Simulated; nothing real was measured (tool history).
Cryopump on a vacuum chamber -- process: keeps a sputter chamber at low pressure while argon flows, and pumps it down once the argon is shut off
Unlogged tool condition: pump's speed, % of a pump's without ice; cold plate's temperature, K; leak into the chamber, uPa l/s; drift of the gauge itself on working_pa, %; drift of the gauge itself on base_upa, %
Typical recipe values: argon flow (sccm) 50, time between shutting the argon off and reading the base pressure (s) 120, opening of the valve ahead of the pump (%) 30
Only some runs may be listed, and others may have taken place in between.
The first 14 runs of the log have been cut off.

run	hour	argon flow (sccm)	time between shutting the argon off and reading the base pressure (s)	opening of the valve ahead of the pump (%)	hours of work since the pump was warmed up and emptied	hours of work since the cold head was overhauled	hours of work since the chamber's fittings were tightened	pressure while argon flows (Pa)	pressure after the wait (uPa)
15	922.2	25	120	30	170	2392	435	0.1350	2.25
16	963.4	25	120	30	199	2421	464	0.1350	2.30
17	1029.3	25	120	30	244	2467	510	0.1361	2.40
18	1097.8	50	231	17	292	2514	557	0.4746	1.99
19	1147.3	50	278	30	326	2548	592	0.2784	1.99
# hour 1171.2: pump warmed up, emptied and cooled again
20	1227.5	50	278	30	39	2601	644	0.2614	1.80
21	1285.0	50	278	30	79	2640	684	0.2631	1.84
22	1345.6	58	120	44	121	2682	726	0.2122	2.60
23	1402.4	58	120	44	160	2722	765	0.2172	2.75
24	1483.2	50	120	36	216	2778	821	0.2304	2.85
25	1545.4	50	120	36	260	2821	864	0.2315	3.03
26	1617.7	66	25	15	310	2871	914	0.7086	7.36
# hour 1664.2: pump warmed up, emptied and cooled again
27	1666.6	57	120	19	2	2902	945	0.4665	2.75
28	1735.4	50	56	23	49	2949	992	0.3397	4.24
29	1796.7	38	56	46	92	2992	1035	0.1342	4.39
30	1839.8	38	56	46	122	3022	1065	0.1345	4.45
31	1910.7	38	56	46	171	3071	1114	0.1362	4.75
32	1961.2	71	22	30	206	3106	1149	0.3871	8.38
33	2036.8	67	95	18	258	3158	1202	0.6015	3.93
34	2105.2	67	95	18	306	3206	1249	0.6032	4.01

Each row is a separate what-if for the run after 34, all from the same tool condition, not one after another. Results?
A	2150.6	50	120	17	337	3237	1280	?	?
B	2150.6	46	95	26	337	3237	1280	?	?
C	2150.6	50	20	30	337	3237	1280	?	?
D	2150.6	46	120	27	337	3237	1280	?	?

run	pressure while argon flows (Pa)	pressure after the wait (uPa)
A	0.4788	3.86
B	0.2965	4.37
C	0.2819	9.35
D	0.2844	4.06
What these runs would have given with no unlogged condition in the tool:
run	pressure while argon flows (Pa)	pressure after the wait (uPa)
A	0.4535	1.37
B	0.2733	1.74
C	0.2568	6.86
D	0.2613	1.45
